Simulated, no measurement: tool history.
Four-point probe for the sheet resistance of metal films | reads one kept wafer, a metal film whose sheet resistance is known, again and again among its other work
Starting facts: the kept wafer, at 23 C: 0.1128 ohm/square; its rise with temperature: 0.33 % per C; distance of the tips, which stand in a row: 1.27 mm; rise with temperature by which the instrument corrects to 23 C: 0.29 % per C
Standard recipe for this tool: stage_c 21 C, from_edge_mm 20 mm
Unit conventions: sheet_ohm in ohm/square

run	hour	stage_c	from_edge_mm	sheet_ohm
1	0.0	21	20	0.112506
2	11.0	22	20	0.112512
3	19.4	22	20	0.112500
4	32.7	21	20	0.112443
5	46.3	21	16	0.112646
6	62.5	18	16	0.112484
7	74.0	21	20	0.112493
8	82.8	22	20	0.112530
9	98.8	25	20	0.112644
10	107.0	25	20	0.112656
11	120.5	18	20	0.112414
12	131.6	18	20	0.112328
13	147.4	18	20	0.112356
14	157.2	21	20	0.112521
15	171.4	21	28	0.112347
16	187.2	21	28	0.112417
17	203.1	21	28	0.112389
18	219.8	21	9	0.113413
19	228.7	21	20	0.112506
20	239.7	21	20	0.112463
21	247.7	21	20	0.112489
22	261.0	21	20	0.112513
23	276.5	21	29	0.112369
24	285.0	34	20	0.113031
25	292.0	34	20	0.113046
26	307.4	23	46	0.112416
27	315.2	20	21	0.112398
28	323.5	20	21	0.112377
29	333.2	20	21	0.112428
30	347.7	25	68	0.112503
31	360.7	34	4	0.118644
32	375.1	34	4	0.118682
33	385.1	21	45	0.112403
34	400.2	20	8	0.113828
35	410.4	20	8	0.113802
36	421.0	21	7	0.114291
37	435.6	25	6	0.115162
38	445.8	25	6	0.115150
39	453.1	19	52	0.112283
40	467.1	19	52	0.112299
41	478.8	32	20	0.113041
42	487.0	18	18	0.112525
43	497.1	33	72	0.112879
44	508.8	24	20	0.112738
45	519.8	25	40	0.112617

Removed from this log: 2 entries logged between the listed runs. Between which two listed runs does each belong, and how does the tool's hidden state at the listed run before it compare with that at the listed run after it?
After run 26, before run 27: stage's thermometer calibrated (hour 309.1)
  inner tips' distance over the nominal, %: -0.309 -> -0.308; tips' flats over new ones', %: 14 -> 15; wafer's true temperature over the reading, C: -0.21 -> -0.32
  measured minus no-state result, sheet_ohm: -0.000456 -> -0.000498 ohm/square
After run 29, before run 30: stage's thermometer calibrated, once more (hour 334.9)
  inner tips' distance over the nominal, %: -0.306 -> -0.305; wafer's true temperature over the reading, C: -0.33 -> -0.01
  measured minus no-state result, sheet_ohm: -0.000497 -> -0.000374 ohm/square
